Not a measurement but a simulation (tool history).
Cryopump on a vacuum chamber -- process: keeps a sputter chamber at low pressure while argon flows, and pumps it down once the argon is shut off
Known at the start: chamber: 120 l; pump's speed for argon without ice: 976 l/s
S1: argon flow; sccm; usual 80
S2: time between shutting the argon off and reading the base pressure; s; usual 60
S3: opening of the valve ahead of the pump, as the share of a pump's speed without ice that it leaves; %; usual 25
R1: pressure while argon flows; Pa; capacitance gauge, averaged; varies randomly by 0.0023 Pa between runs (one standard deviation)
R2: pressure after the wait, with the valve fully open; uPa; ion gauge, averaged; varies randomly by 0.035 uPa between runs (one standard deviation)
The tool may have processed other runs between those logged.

{"run": 1, "hour": 0.0, "S1": 80, "S2": 60, "S3": 25, "R1": 0.6184, "R2": 4.53}
{"hour": 53.5, "done": "pump warmed up, emptied and cooled again"}
{"run": 2, "hour": 101.5, "S1": 80, "S2": 32, "S3": 25, "R1": 0.5516, "R2": 5.14}
{"run": 3, "hour": 193.0, "S1": 39, "S2": 60, "S3": 25, "R1": 0.2756, "R2": 3.84}
{"run": 4, "hour": 248.6, "S1": 39, "S2": 60, "S3": 25, "R1": 0.2754, "R2": 3.85}
{"run": 5, "hour": 320.9, "S1": 80, "S2": 60, "S3": 57, "R1": 0.2561, "R2": 3.88}
{"run": 6, "hour": 418.7, "S1": 80, "S2": 60, "S3": 57, "R1": 0.2583, "R2": 4.13}
{"run": 7, "hour": 485.6, "S1": 80, "S2": 60, "S3": 57, "R1": 0.263, "R2": 4.2}
{"run": 8, "hour": 524.9, "S1": 80, "S2": 60, "S3": 18, "R1": 0.7891, "R2": 4.2}
{"run": 9, "hour": 599.1, "S1": 80, "S2": 60, "S3": 18, "R1": 0.7949, "R2": 4.41}
{"run": 10, "hour": 692.5, "S1": 80, "S2": 60, "S3": 18, "R1": 0.8021, "R2": 4.39}
{"run": 11, "hour": 741.0, "S1": 80, "S2": 60, "S3": 25, "R1": 0.5838, "R2": 4.57}
{"run": 12, "hour": 781.3, "S1": 50, "S2": 60, "S3": 25, "R1": 0.3651, "R2": 4.7}
{"run": 13, "hour": 863.7, "S1": 50, "S2": 60, "S3": 25, "R1": 0.372, "R2": 4.94}
{"run": 14, "hour": 938.0, "S1": 80, "S2": 60, "S3": 44, "R1": 0.3592, "R2": 4.96}
{"run": 15, "hour": 1006.8, "S1": 80, "S2": 60, "S3": 25, "R1": 0.6016, "R2": 4.97}
{"run": 16, "hour": 1070.8, "S1": 140, "S2": 60, "S3": 25, "R1": 1.0616, "R2": 4.99}
{"run": 17, "hour": 1157.1, "S1": 140, "S2": 60, "S3": 25, "R1": 1.0688, "R2": 5.45}
{"run": 18, "hour": 1208.9, "S1": 77, "S2": 60, "S3": 39, "R1": 0.4011, "R2": 5.43}
{"hour": 1271.7, "done": "pump warmed up, emptied and cooled again"}
{"run": 19, "hour": 1307.2, "S1": 40, "S2": 60, "S3": 49, "R1": 0.143, "R2": 4.39}
{"run": 20, "hour": 1393.2, "S1": 40, "S2": 22, "S3": 49, "R1": 0.1443, "R2": 7.47}
{"hour": 1417.9, "done": "leaking fittings of the chamber tightened, without venting"}
{"run": 21, "hour": 1477.0, "S1": 40, "S2": 22, "S3": 49, "R1": 0.1474, "R2": 4.91}
{"run": 22, "hour": 1554.8, "S1": 40, "S2": 22, "S3": 49, "R1": 0.1486, "R2": 4.95}
{"run": 23, "hour": 1647.2, "S1": 40, "S2": 22, "S3": 49, "R1": 0.1497, "R2": 4.99}
{"run": 24, "hour": 1694.6, "S1": 40, "S2": 22, "S3": 49, "R1": 0.1504, "R2": 5.03}
{"run": 25, "hour": 1743.0, "S1": 40, "S2": 22, "S3": 49, "R1": 0.1516, "R2": 5.08}
{"run": 26, "hour": 1797.5, "S1": 138, "S2": 57, "S3": 36, "R1": 0.7005, "R2": 2.45}
{"run": 27, "hour": 1850.6, "S1": 138, "S2": 57, "S3": 36, "R1": 0.7118, "R2": 2.43}
{"run": 28, "hour": 1921.4, "S1": 80, "S2": 60, "S3": 34, "R1": 0.439, "R2": 2.4}
{"run": 29, "hour": 1984.7, "S1": 80, "S2": 60, "S3": 34, "R1": 0.441, "R2": 2.5}
{"run": 30, "hour": 2067.2, "S1": 80, "S2": 60, "S3": 34, "R1": 0.4489, "R2": 2.55}
{"run": 31, "hour": 2119.1, "S1": 80, "S2": 60, "S3": 34, "R1": 0.4483, "R2": 2.57}
{"run": 32, "hour": 2184.3, "S1": 80, "S2": 60, "S3": 34, "R1": 0.4522, "R2": 2.65}
{"run": 33, "hour": 2227.1, "S1": 80, "S2": 166, "S3": 27, "R1": 0.5612, "R2": 1.61}

Predict each of these 5 candidate next runs independently; none follows another, all start after run 33:
{"run": "A", "hour": 2282.2, "S1": 80, "S2": 205, "S3": 27, "R1": "?", "R2": "?"}
{"run": "B", "hour": 2282.2, "S1": 80, "S2": 156, "S3": 27, "R1": "?", "R2": "?"}
{"run": "C", "hour": 2282.2, "S1": 80, "S2": 218, "S3": 27, "R1": "?", "R2": "?"}
{"run": "D", "hour": 2282.2, "S1": 91, "S2": 166, "S3": 41, "R1": "?", "R2": "?"}
{"run": "E", "hour": 2282.2, "S1": 88, "S2": 300, "S3": 31, "R1": "?", "R2": "?"}

run=A R1=0.5635 R2=1.58
run=B R1=0.5615 R2=1.79
run=C R1=0.5663 R2=1.55
run=D R1=0.4405 R2=1.7
run=E R1=0.5488 R2=1.48
Stripped of hidden state, with their random variation kept, the same runs would have yielded:
run=A R1=0.5122 R2=0.78
run=B R1=0.5103 R2=0.97
run=C R1=0.5146 R2=0.75
run=D R1=0.3822 R2=0.89
run=E R1=0.4921 R2=0.66
